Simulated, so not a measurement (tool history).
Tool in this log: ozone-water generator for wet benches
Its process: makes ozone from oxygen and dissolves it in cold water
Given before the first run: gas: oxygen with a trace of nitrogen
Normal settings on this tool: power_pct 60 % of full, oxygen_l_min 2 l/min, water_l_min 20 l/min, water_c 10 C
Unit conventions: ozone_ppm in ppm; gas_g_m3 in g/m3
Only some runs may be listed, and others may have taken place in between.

run    hour  power_pct  oxygen_l_min  water_l_min  water_c  ozone_ppm  gas_g_m3
  1       0         60             2           20       10       12.1     188.1
  2   111.5         60             2           20       10       12.1     188.6
  3   254.7         60             2           20       10       12.2     188.8
  4   425.2         60             2           20       10       12.1     187.2
  5   601.3         60             1           20       10          9     247.8
  6   732.5         60             1           20       10        8.8     250.7
  7   913.8         60             1           20       10          9     249.5
  8   991.9         60             1           20       10        8.8     251.1
  9  1142.4         60             2           20       10       12.1     187.3
 10  1222.7         60             2           20       10         12     187.4
 11    1323         60             2           20       13       11.7       188
 12  1472.9         60             2           20       13       11.9     188.2
 13  1562.8         60             2           20        9       12.1     187.4
 14  1647.7         60             2           15       10       15.8     186.8
 15  1762.9         60             2           15       10       15.9     187.8
 16  1856.4         60             2           15       10       15.7     189.7
 17  1940.8         60             2           16       10         15     188.8
 18  2122.6         99          2.68           17       10       21.7     232.3
 19  2275.3         60          1.62           31       10        7.1     206.5
 20  2452.1         60          1.62           31       13        6.7     203.9
 21  2603.8         40           3.4           29        9        7.8     114.9
 22    2777         40           3.4           13        9         16     113.6
 23  2948.1         60             2           20        6       12.7     188.1
 24  3080.4         60             2           15        6       16.5       189
 25  3231.5         60          1.46           32       10        6.4     214.3
 26  3330.7         56          1.22           20       10        9.4     220.1
 27  3464.3         56          1.22           20       10        9.5     219.4
 28  3537.3         56          1.22           20       10          9     218.2
 29  3650.6         56          1.98           20       10       11.5     179.4
 30  3795.5         60          1.32           21       10        9.5     223.8
 31  3904.9         60          1.32           21       10        9.6     223.2
 32  4029.4         60          1.32           21       10        9.4     223.3

Missing from the log above: 2 entries noted between runs. For each, name the pair of listed runs it sits between and say how the tool's hidden condition differs from the listed run just before to the listed run just after:
From run 8 to run 9: contactor cleaned (hour 1008.4)
  contactor's efficiency, % of a clean one's: 99.8 -> 100
From run 22 to run 23: water thermometer calibrated (hour 2888.8)
  true water temperature over the reading, C: 0.01 -> 0
